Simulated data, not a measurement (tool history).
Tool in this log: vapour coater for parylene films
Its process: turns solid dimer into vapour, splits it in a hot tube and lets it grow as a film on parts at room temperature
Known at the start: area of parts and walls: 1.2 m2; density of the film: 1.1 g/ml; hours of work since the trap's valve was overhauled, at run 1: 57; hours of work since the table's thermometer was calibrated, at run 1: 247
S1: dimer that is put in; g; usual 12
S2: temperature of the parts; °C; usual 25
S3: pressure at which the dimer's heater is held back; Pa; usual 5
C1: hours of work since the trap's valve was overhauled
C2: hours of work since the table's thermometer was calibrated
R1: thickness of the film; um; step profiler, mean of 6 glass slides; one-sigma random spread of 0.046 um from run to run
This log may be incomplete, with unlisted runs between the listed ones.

| run | hour | S1 | S2 | S3 | C1 | C2 | R1 |
|---|---|---|---|---|---|---|---|
| 1 | 0 | 12 | 25 | 5 | 57 | 247 | 4.84 |
| 2 | 8 | 12 | 21 | 5 | 61 | 251 | 5.94 |
| 3 | 16.5 | 12 | 21 | 5 | 65 | 255 | 5.88 |
| 4 | 26.6 | 12 | 25 | 5 | 71 | 260 | 4.76 |
| 5 | 36.8 | 12 | 25 | 3.35 | 76 | 265 | 5.1 |
| 6 | 48.3 | 12 | 25 | 11.95 | 82 | 271 | 4.45 |
|  | 50.4 | table's thermometer calibrated |
| 7 | 57.5 | 12 | 25 | 5 | 86 | 4 | 4.74 |
| 8 | 73.4 | 12 | 25 | 5 | 94 | 12 | 4.69 |
| 9 | 82.8 | 12 | 25 | 5 | 99 | 16 | 4.73 |
| 10 | 90.9 | 21 | 25 | 5.92 | 103 | 21 | 8.08 |
| 11 | 108.2 | 21 | 25 | 5.92 | 111 | 29 | 8.03 |
|  | 118.1 | table's thermometer calibrated, once more |
| 12 | 124.8 | 21 | 25 | 5.92 | 119 | 3 | 7.99 |
| 13 | 139 | 21 | 25 | 5.92 | 127 | 11 | 8.01 |
| 14 | 153.7 | 8 | 28 | 2.43 | 134 | 18 | 2.84 |
| 15 | 166.7 | 5 | 28 | 3.75 | 141 | 25 | 1.74 |
| 16 | 182.7 | 14 | 23 | 2.81 | 149 | 33 | 6.17 |
| 17 | 196.6 | 22 | 26 | 2.48 | 156 | 40 | 8.47 |
| 18 | 211.6 | 5 | 36 | 6.04 | 163 | 47 | 1.09 |

Results for each run, recomputed without the tool's hidden state and with each run's random variation untouched:
What the log doesn't record here: vapour lost through the trap's worn valve, %; true temperature of the parts over the reading, C; drift of the gauge itself on film_um, %.
| run | R1 |
|---|---|
| 1 | 5.08 |
| 2 | 6.26 |
| 3 | 6.22 |
| 4 | 5.05 |
| 5 | 5.43 |
| 6 | 4.76 |
| 7 | 5.09 |
| 8 | 5.06 |
| 9 | 5.12 |
| 10 | 8.77 |
| 11 | 8.79 |
| 12 | 8.78 |
| 13 | 8.84 |
| 14 | 3.16 |
| 15 | 1.94 |
| 16 | 6.93 |
| 17 | 9.56 |
| 18 | 1.24 |
